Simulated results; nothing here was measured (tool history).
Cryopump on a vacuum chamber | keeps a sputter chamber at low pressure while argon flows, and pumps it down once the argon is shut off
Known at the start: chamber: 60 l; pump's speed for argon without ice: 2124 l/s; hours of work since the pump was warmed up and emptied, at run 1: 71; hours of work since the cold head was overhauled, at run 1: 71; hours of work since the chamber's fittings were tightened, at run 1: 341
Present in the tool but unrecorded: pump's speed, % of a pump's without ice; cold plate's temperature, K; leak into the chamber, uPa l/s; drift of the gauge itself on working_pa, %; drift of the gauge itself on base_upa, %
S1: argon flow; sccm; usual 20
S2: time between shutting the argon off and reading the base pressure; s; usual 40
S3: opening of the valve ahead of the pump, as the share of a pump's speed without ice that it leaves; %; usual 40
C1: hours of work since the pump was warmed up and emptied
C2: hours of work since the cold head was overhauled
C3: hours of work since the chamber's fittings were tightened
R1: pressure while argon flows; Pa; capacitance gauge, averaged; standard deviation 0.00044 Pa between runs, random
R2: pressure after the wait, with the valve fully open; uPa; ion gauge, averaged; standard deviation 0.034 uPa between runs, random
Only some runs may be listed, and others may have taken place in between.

| run | hour | S1 | S2 | S3 | C1 | C2 | C3 | R1 | R2 |
|---|---|---|---|---|---|---|---|---|---|
| 1 | 0 | 20 | 40 | 40 | 71 | 71 | 341 | 0.04 | 1.94 |
| 2 | 16.9 | 20 | 40 | 40 | 85 | 85 | 356 | 0.041 | 1.94 |
| 3 | 28.4 | 20 | 40 | 40 | 95 | 95 | 365 | 0.04 | 1.93 |
| 4 | 45.7 | 20 | 40 | 40 | 109 | 109 | 380 | 0.0407 | 1.89 |
| 5 | 55.9 | 20 | 40 | 40 | 118 | 118 | 388 | 0.0405 | 1.93 |
| 6 | 73.3 | 20 | 40 | 40 | 132 | 132 | 403 | 0.0417 | 1.95 |
| 7 | 93.6 | 20 | 40 | 40 | 149 | 149 | 420 | 0.0411 | 1.96 |
| 8 | 105 | 20 | 40 | 55 | 159 | 159 | 429 | 0.0302 | 2.01 |
| 9 | 122.4 | 38 | 65 | 55 | 174 | 174 | 444 | 0.0579 | 1.29 |
| 10 | 143.5 | 10 | 50 | 55 | 191 | 191 | 462 | 0.0148 | 1.64 |
| 11 | 162.3 | 10 | 22 | 29 | 207 | 207 | 477 | 0.0292 | 3.37 |
| 12 | 182.1 | 9 | 74 | 21 | 224 | 224 | 494 | 0.0355 | 1.16 |

Some steps in R1 between neighbouring runs. How much of each would the tool show without its hidden state too (settings, what came in, random variation), and how much is left for the hidden state, with any gauge scatter that isn't in both results?
Run 9 -> 10: S1 38 -> 10, S2 65 -> 50. R1 -0.0431 Pa: hidden state -0.0017, all else -0.0414.

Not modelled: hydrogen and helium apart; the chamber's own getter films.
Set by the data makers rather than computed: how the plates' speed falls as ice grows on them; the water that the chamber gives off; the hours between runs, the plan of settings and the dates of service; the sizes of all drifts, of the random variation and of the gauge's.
